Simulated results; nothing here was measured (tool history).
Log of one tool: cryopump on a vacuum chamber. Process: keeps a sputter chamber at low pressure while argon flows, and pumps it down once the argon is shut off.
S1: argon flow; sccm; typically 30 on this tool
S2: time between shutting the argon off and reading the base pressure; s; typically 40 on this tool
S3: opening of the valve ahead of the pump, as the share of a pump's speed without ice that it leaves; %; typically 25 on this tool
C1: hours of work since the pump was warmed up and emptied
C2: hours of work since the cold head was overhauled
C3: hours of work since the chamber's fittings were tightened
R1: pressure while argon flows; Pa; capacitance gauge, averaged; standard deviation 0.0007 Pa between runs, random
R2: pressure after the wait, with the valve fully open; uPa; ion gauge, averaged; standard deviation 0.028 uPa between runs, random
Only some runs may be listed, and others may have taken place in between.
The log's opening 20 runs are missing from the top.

{"run": 21, "hour": 303.5, "S1": 20, "S2": 45, "S3": 19, "C1": 315, "C2": 867, "C3": 2558, "R1": 0.1107, "R2": 2.99}
{"run": 22, "hour": 320.7, "S1": 47, "S2": 246, "S3": 19, "C1": 330, "C2": 882, "C3": 2574, "R1": 0.2616, "R2": 2.17}
{"run": 23, "hour": 334.5, "S1": 18, "S2": 22, "S3": 17, "C1": 342, "C2": 894, "C3": 2586, "R1": 0.1102, "R2": 4.11}
{"run": 24, "hour": 351.7, "S1": 18, "S2": 22, "S3": 17, "C1": 357, "C2": 909, "C3": 2601, "R1": 0.1118, "R2": 4.22}
{"run": 25, "hour": 364.7, "S1": 18, "S2": 22, "S3": 17, "C1": 369, "C2": 921, "C3": 2613, "R1": 0.1112, "R2": 4.23}
{"run": 26, "hour": 378.5, "S1": 18, "S2": 22, "S3": 17, "C1": 381, "C2": 933, "C3": 2625, "R1": 0.1123, "R2": 4.22}
{"run": 27, "hour": 391.9, "S1": 18, "S2": 22, "S3": 17, "C1": 393, "C2": 945, "C3": 2637, "R1": 0.1126, "R2": 4.17}
{"run": 28, "hour": 402.8, "S1": 14, "S2": 94, "S3": 24, "C1": 403, "C2": 955, "C3": 2647, "R1": 0.0618, "R2": 2.69}
{"run": 29, "hour": 417.3, "S1": 30, "S2": 53, "S3": 27, "C1": 416, "C2": 968, "C3": 2660, "R1": 0.1179, "R2": 3.01}
{"run": 30, "hour": 427.1, "S1": 40, "S2": 50, "S3": 19, "C1": 424, "C2": 976, "C3": 2668, "R1": 0.2234, "R2": 3.12}
{"run": 31, "hour": 436.7, "S1": 19, "S2": 57, "S3": 28, "C1": 433, "C2": 985, "C3": 2677, "R1": 0.0727, "R2": 3.0}
{"run": 32, "hour": 446.3, "S1": 18, "S2": 40, "S3": 26, "C1": 441, "C2": 993, "C3": 2685, "R1": 0.0746, "R2": 3.35}
{"run": 33, "hour": 464.1, "S1": 39, "S2": 40, "S3": 25, "C1": 457, "C2": 1009, "C3": 2701, "R1": 0.1671, "R2": 3.41}
{"run": 34, "hour": 480.5, "S1": 30, "S2": 148, "S3": 38, "C1": 472, "C2": 1024, "C3": 2716, "R1": 0.0879, "R2": 2.56}

Consider 3 possible next runs. They are alternatives, not a sequence: every one starts from the tool as it was left by run 34. What does each give?
{"run": "A", "hour": 500.9, "S1": 35, "S2": 40, "S3": 25, "C1": 490, "C2": 1042, "C3": 2734, "R1": "?", "R2": "?"}
{"run": "B", "hour": 500.9, "S1": 30, "S2": 23, "S3": 38, "C1": 490, "C2": 1042, "C3": 2734, "R1": "?", "R2": "?"}
{"run": "C", "hour": 500.9, "S1": 49, "S2": 234, "S3": 24, "C1": 490, "C2": 1042, "C3": 2734, "R1": "?", "R2": "?"}

run=A R1=0.1514 R2=3.39
run=B R1=0.0875 R2=4.28
run=C R1=0.2208 R2=2.47
Take away the tool's hidden state, keep each run's random variation, and the runs would have read:
run=A R1=0.1440 R2=1.30
run=B R1=0.0811 R2=2.16
run=C R1=0.2105 R2=0.36
